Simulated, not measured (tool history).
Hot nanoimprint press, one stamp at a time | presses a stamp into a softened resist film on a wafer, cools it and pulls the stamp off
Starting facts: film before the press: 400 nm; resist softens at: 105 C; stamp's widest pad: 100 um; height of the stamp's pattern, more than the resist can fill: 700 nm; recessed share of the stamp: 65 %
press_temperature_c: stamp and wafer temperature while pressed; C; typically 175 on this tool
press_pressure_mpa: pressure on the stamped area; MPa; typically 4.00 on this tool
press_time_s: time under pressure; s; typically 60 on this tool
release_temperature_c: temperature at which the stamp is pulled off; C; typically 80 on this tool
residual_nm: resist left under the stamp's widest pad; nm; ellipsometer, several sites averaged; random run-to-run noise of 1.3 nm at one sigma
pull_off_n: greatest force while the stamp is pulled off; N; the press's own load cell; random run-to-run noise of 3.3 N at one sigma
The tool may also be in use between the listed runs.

{"run": 1, "hour": 0.0, "press_temperature_c": 175, "press_pressure_mpa": 4.0, "press_time_s": 60, "release_temperature_c": 80, "residual_nm": 203.4, "pull_off_n": 274}
{"run": 2, "hour": 10.3, "press_temperature_c": 175, "press_pressure_mpa": 4.0, "press_time_s": 60, "release_temperature_c": 80, "residual_nm": 203.4, "pull_off_n": 272}
{"run": 3, "hour": 18.7, "press_temperature_c": 175, "press_pressure_mpa": 4.0, "press_time_s": 60, "release_temperature_c": 80, "residual_nm": 200.8, "pull_off_n": 277}
{"run": 4, "hour": 30.0, "press_temperature_c": 175, "press_pressure_mpa": 4.0, "press_time_s": 60, "release_temperature_c": 80, "residual_nm": 202.0, "pull_off_n": 277}
{"run": 5, "hour": 35.7, "press_temperature_c": 175, "press_pressure_mpa": 4.0, "press_time_s": 33, "release_temperature_c": 80, "residual_nm": 246.9, "pull_off_n": 278}
{"run": 6, "hour": 48.7, "press_temperature_c": 175, "press_pressure_mpa": 4.0, "press_time_s": 33, "release_temperature_c": 80, "residual_nm": 246.1, "pull_off_n": 276}
{"run": 7, "hour": 55.9, "press_temperature_c": 175, "press_pressure_mpa": 4.0, "press_time_s": 33, "release_temperature_c": 80, "residual_nm": 247.1, "pull_off_n": 284}
{"run": 8, "hour": 74.8, "press_temperature_c": 175, "press_pressure_mpa": 4.0, "press_time_s": 60, "release_temperature_c": 82, "residual_nm": 199.0, "pull_off_n": 149}
{"run": 9, "hour": 80.7, "press_temperature_c": 175, "press_pressure_mpa": 4.0, "press_time_s": 60, "release_temperature_c": 82, "residual_nm": 199.8, "pull_off_n": 146}
{"run": 10, "hour": 91.3, "press_temperature_c": 175, "press_pressure_mpa": 4.0, "press_time_s": 112, "release_temperature_c": 82, "residual_nm": 155.3, "pull_off_n": 144}
{"run": 11, "hour": 100.5, "press_temperature_c": 175, "press_pressure_mpa": 3.06, "press_time_s": 112, "release_temperature_c": 82, "residual_nm": 173.8, "pull_off_n": 151}
{"run": 12, "hour": 112.6, "press_temperature_c": 175, "press_pressure_mpa": 3.06, "press_time_s": 112, "release_temperature_c": 82, "residual_nm": 173.0, "pull_off_n": 153}
{"run": 13, "hour": 125.4, "press_temperature_c": 175, "press_pressure_mpa": 4.0, "press_time_s": 60, "release_temperature_c": 80, "residual_nm": 203.0, "pull_off_n": 162}
{"run": 14, "hour": 136.1, "press_temperature_c": 175, "press_pressure_mpa": 4.0, "press_time_s": 60, "release_temperature_c": 80, "residual_nm": 202.2, "pull_off_n": 165}
{"run": 15, "hour": 142.9, "press_temperature_c": 175, "press_pressure_mpa": 4.0, "press_time_s": 60, "release_temperature_c": 80, "residual_nm": 203.2, "pull_off_n": 163}
{"run": 16, "hour": 154.1, "press_temperature_c": 175, "press_pressure_mpa": 4.0, "press_time_s": 60, "release_temperature_c": 80, "residual_nm": 203.9, "pull_off_n": 175}
{"run": 17, "hour": 163.0, "press_temperature_c": 185, "press_pressure_mpa": 4.0, "press_time_s": 60, "release_temperature_c": 80, "residual_nm": 129.5, "pull_off_n": 167}
{"run": 18, "hour": 169.9, "press_temperature_c": 164, "press_pressure_mpa": 5.09, "press_time_s": 36, "release_temperature_c": 80, "residual_nm": 321.9, "pull_off_n": 165}
{"run": 19, "hour": 182.1, "press_temperature_c": 164, "press_pressure_mpa": 5.33, "press_time_s": 36, "release_temperature_c": 80, "residual_nm": 321.8, "pull_off_n": 180}
{"run": 20, "hour": 194.6, "press_temperature_c": 180, "press_pressure_mpa": 2.5, "press_time_s": 45, "release_temperature_c": 80, "residual_nm": 219.5, "pull_off_n": 181}
{"run": 21, "hour": 205.0, "press_temperature_c": 180, "press_pressure_mpa": 2.5, "press_time_s": 45, "release_temperature_c": 80, "residual_nm": 219.0, "pull_off_n": 179}
{"run": 22, "hour": 213.6, "press_temperature_c": 180, "press_pressure_mpa": 2.5, "press_time_s": 45, "release_temperature_c": 80, "residual_nm": 218.1, "pull_off_n": 188}
{"run": 23, "hour": 222.1, "press_temperature_c": 166, "press_pressure_mpa": 2.6, "press_time_s": 32, "release_temperature_c": 85, "residual_nm": 347.1, "pull_off_n": 156}
{"run": 24, "hour": 232.0, "press_temperature_c": 183, "press_pressure_mpa": 4.0, "press_time_s": 60, "release_temperature_c": 75, "residual_nm": 140.7, "pull_off_n": 216}
{"run": 25, "hour": 242.4, "press_temperature_c": 175, "press_pressure_mpa": 5.14, "press_time_s": 40, "release_temperature_c": 80, "residual_nm": 210.9, "pull_off_n": 190}
{"run": 26, "hour": 253.4, "press_temperature_c": 175, "press_pressure_mpa": 5.14, "press_time_s": 40, "release_temperature_c": 80, "residual_nm": 210.0, "pull_off_n": 192}
{"run": 27, "hour": 266.4, "press_temperature_c": 175, "press_pressure_mpa": 5.14, "press_time_s": 40, "release_temperature_c": 80, "residual_nm": 212.0, "pull_off_n": 187}
{"run": 28, "hour": 276.7, "press_temperature_c": 175, "press_pressure_mpa": 3.9, "press_time_s": 40, "release_temperature_c": 80, "residual_nm": 229.3, "pull_off_n": 201}
{"run": 29, "hour": 289.6, "press_temperature_c": 175, "press_pressure_mpa": 3.9, "press_time_s": 40, "release_temperature_c": 80, "residual_nm": 231.1, "pull_off_n": 202}
{"run": 30, "hour": 303.1, "press_temperature_c": 175, "press_pressure_mpa": 3.9, "press_time_s": 40, "release_temperature_c": 80, "residual_nm": 229.8, "pull_off_n": 198}
{"run": 31, "hour": 312.6, "press_temperature_c": 166, "press_pressure_mpa": 3.86, "press_time_s": 80, "release_temperature_c": 77, "residual_nm": 266.0, "pull_off_n": 226}

Not shown here: 3 entries made in the log between runs. Locate each between two listed runs and compare the hidden state at the listed run before it with the hidden state at the listed run after it:
Logged between run 7 and run 8: stamp cleaned and given a new release coat (hour 72.0)
  true temperature over the reading, C: 0.39 -> 0.43; pressure that arrives at the usual setting, %: 99.06 -> 99.02; grip of the stamp's worn release coat, % over a new coat's: 83.8 -> 0.4
  measured value less the no-hidden-state value, residual_nm: -2.8 -> -2.9 nm; pull_off_n: +127 -> -1 N
Logged between run 9 and run 10: plate thermocouple calibrated (hour 84.5)
  true temperature over the reading, C: 0.45 -> 0.74; pressure that arrives at the usual setting, %: 99.01 -> 98.99; grip of the stamp's worn release coat, % over a new coat's: 1.1 -> 2.1
  measured value less the no-hidden-state value, residual_nm: -3.1 -> -4.9 nm; pull_off_n: +0 -> -1 N
Logged between run 12 and run 13: plate thermocouple calibrated, once more (hour 123.4)
  true temperature over the reading, C: 0.8 -> 0.09; pressure that arrives at the usual setting, %: 98.94 -> 98.91; grip of the stamp's worn release coat, % over a new coat's: 5 -> 6.3
  measured value less the no-hidden-state value, residual_nm: -5.9 -> +0.1 nm; pull_off_n: +3 -> +9 N
